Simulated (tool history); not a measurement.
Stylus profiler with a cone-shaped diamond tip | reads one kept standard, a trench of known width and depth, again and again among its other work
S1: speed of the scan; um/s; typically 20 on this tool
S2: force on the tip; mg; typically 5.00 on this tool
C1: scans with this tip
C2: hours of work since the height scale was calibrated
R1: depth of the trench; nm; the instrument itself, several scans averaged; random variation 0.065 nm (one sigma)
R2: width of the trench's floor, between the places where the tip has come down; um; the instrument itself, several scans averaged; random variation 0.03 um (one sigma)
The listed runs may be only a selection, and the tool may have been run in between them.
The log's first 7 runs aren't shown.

run 8 hour=316.2 | S1=20 S2=5.00 | C1=7608 C2=1153 | R1=201.27 R2=97.64
run 9 hour=347.8 | S1=20 S2=5.00 | C1=7705 C2=1167 | R1=201.38 R2=97.69
run 10 hour=408.1 | S1=20 S2=5.00 | C1=7889 C2=1195 | R1=201.29 R2=97.62
run 11 hour=467.7 | S1=9 S2=5.00 | C1=8071 C2=1223 | R1=201.26 R2=97.68
run 12 hour=519.3 | S1=20 S2=4.06 | C1=8229 C2=1247 | R1=201.06 R2=97.59
run 13 hour=551.9 | S1=52 S2=5.00 | C1=8329 C2=1262 | R1=201.31 R2=97.52
run 14 hour=606.8 | S1=20 S2=5.00 | C1=8496 C2=1287 | R1=201.26 R2=97.61
run 15 hour=661.7 | S1=20 S2=9.52 | C1=8664 C2=1313 | R1=202.37 R2=97.59
run 16 hour=688.7 | S1=20 S2=9.52 | C1=8747 C2=1325 | R1=202.24 R2=97.61
run 17 hour=733.9 | S1=20 S2=9.52 | C1=8885 C2=1346 | R1=202.13 R2=97.56
run 18 hour=765.4 | S1=20 S2=9.52 | C1=8981 C2=1361 | R1=202.23 R2=97.64
run 19 hour=823.6 | S1=15 S2=9.52 | C1=9159 C2=1388 | R1=202.33 R2=97.59
run 20 hour=851.3 | S1=15 S2=9.52 | C1=9244 C2=1400 | R1=202.21 R2=97.60
run 21 hour=895.8 | S1=15 S2=9.52 | C1=9380 C2=1421 | R1=202.18 R2=97.60
run 22 hour=951.7 | S1=15 S2=3.03 | C1=9551 C2=1447 | R1=200.64 R2=97.53

For run 23, what comes out?
-- hour=956.1 height scale calibrated on a step standard
run 23 hour=992.8 | S1=15 S2=3.03 | C1=9675 C2=17 | R1=? R2=?

Run 23 gave R1 200.59 nm, R2 97.54 um.
On a tool with no hidden condition, and with the same random variation, this run would have come out at R1 201.30 nm, R2 98.18 um.

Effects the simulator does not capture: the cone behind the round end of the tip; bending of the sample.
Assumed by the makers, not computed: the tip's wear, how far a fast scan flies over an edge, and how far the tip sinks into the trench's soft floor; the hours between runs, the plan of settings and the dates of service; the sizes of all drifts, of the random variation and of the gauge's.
